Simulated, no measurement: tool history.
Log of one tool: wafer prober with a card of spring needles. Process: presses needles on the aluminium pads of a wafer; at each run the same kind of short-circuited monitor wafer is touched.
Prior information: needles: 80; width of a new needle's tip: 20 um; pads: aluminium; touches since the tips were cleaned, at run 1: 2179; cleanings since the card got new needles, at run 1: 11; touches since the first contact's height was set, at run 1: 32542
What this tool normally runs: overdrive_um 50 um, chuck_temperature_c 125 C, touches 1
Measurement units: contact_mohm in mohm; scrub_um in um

| run | day | overdrive_um | chuck_temperature_c | touches | touches since the tips were cleaned | cleanings since the card got new needles | touches since the first contact's height was set | contact_mohm | scrub_um |
|---|---|---|---|---|---|---|---|---|---|
| 1 | 0 | 50 | 125 | 1 | 2179 | 11 | 32542 | 268 | 10.14 |
|  | 0.054 | tips cleaned on abrasive film |
|  | 0.4 | tips cleaned on abrasive film |
|  | 0.754 | tips cleaned on abrasive film |
| 2 | 0.829 | 50 | 36 | 1 | 650 | 14 | 39602 | 240 | 10.18 |
|  | 1.108 | tips cleaned on abrasive film |
|  | 1.471 | tips cleaned on abrasive film |
| 3 | 1.508 | 50 | 36 | 2 | 345 | 16 | 45392 | 239 | 10.21 |
|  | 1.792 | tips cleaned on abrasive film |
|  | 2.142 | tips cleaned on abrasive film |
| 4 | 2.188 | 59 | 125 | 1 | 399 | 18 | 51163 | 256 | 12.07 |
|  | 2.446 | tips cleaned on abrasive film |
|  | 2.779 | tips cleaned on abrasive film |
| 5 | 2.825 | 59 | 125 | 1 | 384 | 20 | 56602 | 255 | 12.05 |
|  | 3.096 | tips cleaned on abrasive film |
|  | 3.421 | tips cleaned on abrasive film |
| 6 | 3.442 | 59 | 125 | 1 | 166 | 22 | 61839 | 259 | 12.19 |
|  | 3.717 | height of the first contact set anew |
|  | 3.767 | tips cleaned on abrasive film |
|  | 4.129 | tips cleaned on abrasive film |
| 7 | 4.208 | 45 | 125 | 1 | 698 | 24 | 4189 | 277 | 9.21 |
|  | 4.458 | tips cleaned on abrasive film |
|  | 4.804 | tips cleaned on abrasive film |
| 8 | 5.033 | 45 | 125 | 1 | 1963 | 26 | 11209 | 272 | 9.25 |
|  | 5.112 | tips cleaned on abrasive film |
|  | 5.433 | tips cleaned on abrasive film |
| 9 | 5.612 | 35 | 34 | 1 | 1548 | 28 | 16158 | 259 | 7.23 |
|  | 5.767 | tips cleaned on abrasive film |
|  | 6.129 | tips cleaned on abrasive film |
| 10 | 6.15 | 32 | 31 | 3 | 170 | 30 | 20719 | 261 | 6.56 |
|  | 6.479 | tips cleaned on abrasive film |
|  | 6.8 | tips cleaned on abrasive film |
| 11 | 6.975 | 43 | 125 | 1 | 1485 | 32 | 27753 | 277 | 8.87 |
|  | 7.167 | tips cleaned on abrasive film |
|  | 7.471 | tips cleaned on abrasive film |
| 12 | 7.471 | 52 | 46 | 1 | 0 | 34 | 31988 | 237 | 10.61 |
|  | 7.783 | tips cleaned on abrasive film |
|  | 8.092 | tips cleaned on abrasive film |
| 13 | 8.308 | 47 | 33 | 3 | 1847 | 36 | 39120 | 241 | 9.61 |
|  | 8.433 | tips cleaned on abrasive film |
|  | 8.783 | tips cleaned on abrasive film |
| 14 | 8.908 | 47 | 33 | 3 | 1098 | 38 | 44246 | 241 | 9.61 |
|  | 9.112 | tips cleaned on abrasive film |
|  | 9.458 | tips cleaned on abrasive film |
| 15 | 9.496 | 47 | 33 | 3 | 323 | 40 | 49229 | 240 | 9.76 |
|  | 9.771 | tips cleaned on abrasive film |
|  | 10.104 | tips cleaned on abrasive film |
| 16 | 10.108 | 50 | 125 | 1 | 46 | 42 | 54451 | 263 | 10.34 |

Hidden condition of the tool, last listed run before each entry between runs versus first listed run after:
Logged between run 1 and run 2: tips cleaned on abrasive film (day 0.054); tips cleaned on abrasive film (day 0.4); tips cleaned on abrasive film (day 0.754)
  debris on the tips, nm: 0.1 -> 0; drift of the gauge itself on scrub_um, %: 0 -> 0.11
  measured value less the no-hidden-state value, scrub_um: +0 -> +0.01 um
Logged between run 2 and run 3: tips cleaned on abrasive film (day 1.108); tips cleaned on abrasive film (day 1.471)
  drift of the gauge itself on scrub_um, %: 0.11 -> 0.2
  measured value less the no-hidden-state value, scrub_um: +0.01 -> +0.02 um
Logged between run 3 and run 4: tips cleaned on abrasive film (day 1.792); tips cleaned on abrasive film (day 2.142)
  drift of the gauge itself on scrub_um, %: 0.2 -> 0.28
  measured value less the no-hidden-state value, scrub_um: +0.02 -> +0.03 um
Logged between run 4 and run 5: tips cleaned on abrasive film (day 2.446); tips cleaned on abrasive film (day 2.779)
  drift of the gauge itself on scrub_um, %: 0.28 -> 0.37
  measured value less the no-hidden-state value, scrub_um: +0.03 -> +0.05 um
Logged between run 5 and run 6: tips cleaned on abrasive film (day 3.096); tips cleaned on abrasive film (day 3.421)
  drift of the gauge itself on scrub_um, %: 0.37 -> 0.45
  measured value less the no-hidden-state value, scrub_um: +0.05 -> +0.06 um
Logged between run 6 and run 7: height of the first contact set anew (day 3.717); tips cleaned on abrasive film (day 3.767); tips cleaned on abrasive film (day 4.129)
  drift of the gauge itself on scrub_um, %: 0.45 -> 0.55
  measured value less the no-hidden-state value, scrub_um: +0.06 -> +0.05 um
Logged between run 7 and run 8: tips cleaned on abrasive film (day 4.458); tips cleaned on abrasive film (day 4.804)
  debris on the tips, nm: 0 -> 0.1; drift of the gauge itself on scrub_um, %: 0.55 -> 0.65
  measured value less the no-hidden-state value, scrub_um: +0.05 -> +0.06 um
Logged between run 8 and run 9: tips cleaned on abrasive film (day 5.112); tips cleaned on abrasive film (day 5.433)
  drift of the gauge itself on scrub_um, %: 0.65 -> 0.73
  measured value less the no-hidden-state value, scrub_um: +0.06 -> +0.05 um
Logged between run 9 and run 10: tips cleaned on abrasive film (day 5.767); tips cleaned on abrasive film (day 6.129)
  debris on the tips, nm: 0.1 -> 0; drift of the gauge itself on scrub_um, %: 0.73 -> 0.8
  measured value less the no-hidden-state value, scrub_um: +0.05 -> +0.06 um
Logged between run 10 and run 11: tips cleaned on abrasive film (day 6.479); tips cleaned on abrasive film (day 6.8)
  debris on the tips, nm: 0 -> 0.1; drift of the gauge itself on scrub_um, %: 0.8 -> 0.91
  measured value less the no-hidden-state value, scrub_um: +0.06 -> +0.08 um
Logged between run 11 and run 12: tips cleaned on abrasive film (day 7.167); tips cleaned on abrasive film (day 7.471)
  debris on the tips, nm: 0.1 -> 0; drift of the gauge itself on scrub_um, %: 0.91 -> 0.97
  measured value less the no-hidden-state value, scrub_um: +0.08 -> +0.1 um
Logged between run 12 and run 13: tips cleaned on abrasive film (day 7.783); tips cleaned on abrasive film (day 8.092)
  debris on the tips, nm: 0 -> 0.1; drift of the gauge itself on scrub_um, %: 0.97 -> 1.08
  measured value less the no-hidden-state value, scrub_um: +0.1 -> +0.1 um
Logged between run 13 and run 14: tips cleaned on abrasive film (day 8.433); tips cleaned on abrasive film (day 8.783)
  drift of the gauge itself on scrub_um, %: 1.08 -> 1.16
  measured value less the no-hidden-state value, scrub_um: +0.1 -> +0.11 um
Logged between run 14 and run 15: tips cleaned on abrasive film (day 9.112); tips cleaned on abrasive film (day 9.458)
  debris on the tips, nm: 0.1 -> 0; drift of the gauge itself on scrub_um, %: 1.16 -> 1.24
  measured value less the no-hidden-state value, scrub_um: +0.11 -> +0.11 um
Logged between run 15 and run 16: tips cleaned on abrasive film (day 9.771); tips cleaned on abrasive film (day 10.104)
  drift of the gauge itself on scrub_um, %: 1.24 -> 1.32
  measured value less the no-hidden-state value, scrub_um: +0.11 -> +0.13 um
